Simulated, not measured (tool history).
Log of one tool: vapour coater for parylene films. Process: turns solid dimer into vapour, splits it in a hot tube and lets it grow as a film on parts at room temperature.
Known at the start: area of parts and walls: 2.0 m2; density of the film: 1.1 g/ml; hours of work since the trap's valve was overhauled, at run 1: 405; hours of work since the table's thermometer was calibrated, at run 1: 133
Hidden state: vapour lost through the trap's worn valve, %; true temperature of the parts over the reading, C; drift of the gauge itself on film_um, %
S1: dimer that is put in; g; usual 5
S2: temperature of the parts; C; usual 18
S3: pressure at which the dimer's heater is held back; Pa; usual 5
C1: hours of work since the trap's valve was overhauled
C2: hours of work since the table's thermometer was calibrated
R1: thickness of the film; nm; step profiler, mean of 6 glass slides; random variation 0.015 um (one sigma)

run	hour	S1	S2	S3	C1	C2	R1
1	0	5	18	5	405	133	1670
2	24.4	5	25	5	419	147	1460
3	65.6	5	25	5	443	170	1440
4	93.4	5	18	5	459	186	1650
5	132.4	5	18	5	482	209	1640
6	171.8	5	18	5	504	232	1650
7	204.8	5	18	5	523	250	1640
# hour 209.6: table's thermometer calibrated
8	229.6	8	18	5	537	11	2600
9	275.6	5	18	3.94	563	38	1740
10	300.9	5	18	3.94	578	53	1730
# hour 321: table's thermometer calibrated, once more
11	332.4	5	18	3.94	595	7	1720
12	367	5	18	3.94	615	26	1710
# hour 373.6: trap's valve overhauled
13	415.3	5	18	3.94	24	52	1860
14	440.1	7	18	5	38	66	2430
15	478.2	5	11	4.62	60	88	2060
16	509.6	5	11	4.62	78	106	2050
17	540.2	5	29	6.09	96	124	1330
18	577.7	5	29	6.09	117	145	1330
19	603.5	5	18	5.34	132	160	1670
20	639.7	3	25	5	153	181	910
21	674.4	4	23	5.58	173	201	1230
22	725	4	23	5.58	202	230	1210
23	753.2	8	11	5	218	246	3120
24	784.6	8	13	2.82	236	264	3390
25	828.3	6	18	9.55	261	289	1740

Forecast each of these 4 alternatives for the next run:
A	875.9	6	23	9.55	289	317	?
B	875.9	8	18	3.1	289	317	?
C	875.9	6	17	9.53	289	317	?
D	875.9	3	18	5	289	317	?

run	R1
A	1560
B	2990
C	1760
D	1020
Without the tool's hidden state the same runs would have given:
run	R1
A	1620
B	3110
C	1830
D	1060
